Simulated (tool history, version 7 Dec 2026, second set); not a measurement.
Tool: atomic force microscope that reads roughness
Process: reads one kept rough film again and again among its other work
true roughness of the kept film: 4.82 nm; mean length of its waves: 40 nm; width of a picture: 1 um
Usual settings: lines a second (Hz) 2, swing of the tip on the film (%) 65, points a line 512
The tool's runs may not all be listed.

| run | hour | lines a second (Hz) | swing of the tip on the film (%) | points a line | roughness of the kept film (nm (root mean square)) |
|---|---|---|---|---|---|
| 1 | 0 | 2 | 65 | 512 | 4.146 |
| 2 | 12.8 | 2 | 65 | 512 | 4.144 |
| 3 | 24.7 | 2 | 65 | 512 | 4.149 |
| 4 | 37.5 | 2 | 65 | 512 | 4.125 |
| 5 | 47.1 | 1.45 | 65 | 512 | 4.151 |
|  | 50 | new tip fitted |
| 6 | 57.5 | 1.45 | 65 | 512 | 4.393 |
| 7 | 66.8 | 1.03 | 64 | 1006 | 4.421 |

Run 8 comes next. What will it give?
| 8 | 77.3 | 1.03 | 64 | 1006 | ? |

{"run 8": {"roughness of the kept film (nm (root mean square))": 4.418}}
Without the tool's hidden state the same run would have given roughness of the kept film (nm (root mean square)) 4.456.
